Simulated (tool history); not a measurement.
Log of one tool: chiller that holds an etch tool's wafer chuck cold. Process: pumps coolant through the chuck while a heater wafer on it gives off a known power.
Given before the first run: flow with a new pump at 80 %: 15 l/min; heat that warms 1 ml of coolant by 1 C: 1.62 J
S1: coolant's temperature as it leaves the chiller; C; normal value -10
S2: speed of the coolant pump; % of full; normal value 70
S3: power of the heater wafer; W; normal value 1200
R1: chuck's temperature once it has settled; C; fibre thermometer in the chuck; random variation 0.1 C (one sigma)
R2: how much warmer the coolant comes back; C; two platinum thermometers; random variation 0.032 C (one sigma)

| run | day | S1 | S2 | S3 | R1 | R2 |
|---|---|---|---|---|---|---|
| 1 | 0.000 | -10 | 70 | 1200 | -2.0 | 3.46 |
| 2 | 2.554 | -10 | 70 | 1200 | -1.9 | 3.48 |
| 3 | 4.838 | -10 | 70 | 1200 | -1.8 | 3.43 |
| 4 | 6.958 | -10 | 96 | 1200 | -3.3 | 2.50 |
| 5 | 9.012 | -10 | 96 | 1200 | -3.4 | 2.53 |
| 6 | 11.262 | -10 | 61 | 1200 | -1.0 | 4.02 |
| 7 | 12.946 | -10 | 70 | 1200 | -1.8 | 3.50 |
| 8 | 14.462 | -10 | 78 | 1200 | -2.3 | 3.16 |
| 9 | 15.979 | -10 | 78 | 1200 | -2.5 | 3.12 |
| 10 | 17.475 | -10 | 78 | 1200 | -2.4 | 3.13 |
| 11 | 18.838 | -10 | 70 | 1200 | -1.7 | 3.49 |
| 12 | 20.762 | -10 | 70 | 1200 | -2.0 | 3.52 |
| 13 | 21.992 | -10 | 70 | 804 | -4.4 | 2.33 |
| 14 | 24.050 | -10 | 70 | 1200 | -1.6 | 3.50 |
| 15 | 26.254 | -10 | 70 | 1200 | -1.8 | 3.48 |
| 16 | 28.200 | -10 | 74 | 1200 | -1.8 | 3.30 |
| 17 | 30.296 | -15 | 90 | 849 | -10.0 | 1.89 |
| 18 | 32.362 | -15 | 90 | 849 | -10.0 | 1.92 |
| 19 | 34.067 | -10 | 68 | 1200 | -1.3 | 3.63 |
| 20 | 36.096 | -10 | 68 | 1200 | -1.4 | 3.63 |
| 21 | 37.704 | -10 | 68 | 1200 | -1.4 | 3.54 |
| 22 | 39.421 | -11 | 81 | 767 | -6.2 | 1.94 |
| 23 | 40.558 | -11 | 81 | 767 | -6.0 | 1.97 |
| 24 | 42.304 | -11 | 77 | 767 | -5.9 | 2.03 |
| 25 | 43.762 | -10 | 70 | 1090 | -2.3 | 3.17 |
| 26 | 45.267 | -10 | 70 | 1090 | -2.1 | 3.18 |
| 27 | 46.617 | 0 | 70 | 1200 | 8.5 | 3.48 |
| 28 | 48.417 | 0 | 70 | 1200 | 8.5 | 3.53 |
| 29 | 50.904 | 0 | 70 | 1200 | 8.5 | 3.55 |
| 30 | 52.300 | -16 | 95 | 646 | -12.1 | 1.37 |
| 31 | 54.204 | -15 | 69 | 714 | -9.7 | 2.14 |

Here are 5 independent what-if runs from the current tool condition. What would each one return?
| A | 56.642 | -12 | 65 | 924 | ? | ? |
| B | 56.642 | -2 | 63 | 628 | ? | ? |
| C | 56.642 | -10 | 66 | 970 | ? | ? |
| D | 56.642 | -15 | 69 | 1415 | ? | ? |
| E | 56.642 | -15 | 69 | 1253 | ? | ? |

| run | R1 | R2 |
|---|---|---|
| A | -5.0 | 2.93 |
| B | 3.0 | 2.08 |
| C | -2.8 | 3.08 |
| D | -4.8 | 4.22 |
| E | -6.1 | 3.77 |
Take away the tool's hidden state, keep each run's random variation, and the runs would have read:
| run | R1 | R2 |
|---|---|---|
| A | -5.7 | 2.81 |
| B | 2.4 | 2.00 |
| C | -3.5 | 2.96 |
| D | -5.7 | 4.05 |
| E | -6.9 | 3.62 |
